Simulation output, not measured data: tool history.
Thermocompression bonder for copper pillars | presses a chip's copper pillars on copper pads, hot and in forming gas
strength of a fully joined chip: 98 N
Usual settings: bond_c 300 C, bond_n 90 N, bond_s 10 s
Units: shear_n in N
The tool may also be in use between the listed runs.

run 1 hour=0 | bond_c=300 bond_n=90 bond_s=10 | shear_n=25.3
run 2 hour=39.3 | bond_c=300 bond_n=90 bond_s=10 | shear_n=24.1
run 3 hour=64.1 | bond_c=300 bond_n=90 bond_s=10 | shear_n=25.9
run 4 hour=100.4 | bond_c=300 bond_n=97 bond_s=10 | shear_n=26.6
-- hour=106.2 forming gas filter changed
run 5 hour=153.4 | bond_c=300 bond_n=101 bond_s=10 | shear_n=28.8
-- hour=192.3 heater calibrated with a thermocouple chip
run 6 hour=198.6 | bond_c=300 bond_n=101 bond_s=10 | shear_n=37.5
run 7 hour=239.1 | bond_c=300 bond_n=90 bond_s=10 | shear_n=31.6
run 8 hour=262.4 | bond_c=300 bond_n=90 bond_s=28 | shear_n=46
run 9 hour=315.6 | bond_c=304 bond_n=90 bond_s=5 | shear_n=23.3
run 10 hour=366.5 | bond_c=324 bond_n=121 bond_s=11 | shear_n=55.9
run 11 hour=400.3 | bond_c=324 bond_n=71 bond_s=6 | shear_n=24.3
run 12 hour=432 | bond_c=324 bond_n=71 bond_s=6 | shear_n=25.6
run 13 hour=458.6 | bond_c=324 bond_n=71 bond_s=6 | shear_n=25.5

3 ways to go on from here, each from the tool as it stands after run 13. What would each give?
run A hour=485.5 | bond_c=300 bond_n=101 bond_s=11 | shear_n=?
run B hour=485.5 | bond_c=287 bond_n=71 bond_s=6 | shear_n=?
run C hour=485.5 | bond_c=295 bond_n=130 bond_s=8 | shear_n=?

run=A shear_n=34.1
run=B shear_n=15.1
run=C shear_n=38
Without the tool's hidden state the same runs would have given:
run=A shear_n=41.2
run=B shear_n=18.4
run=C shear_n=45.7
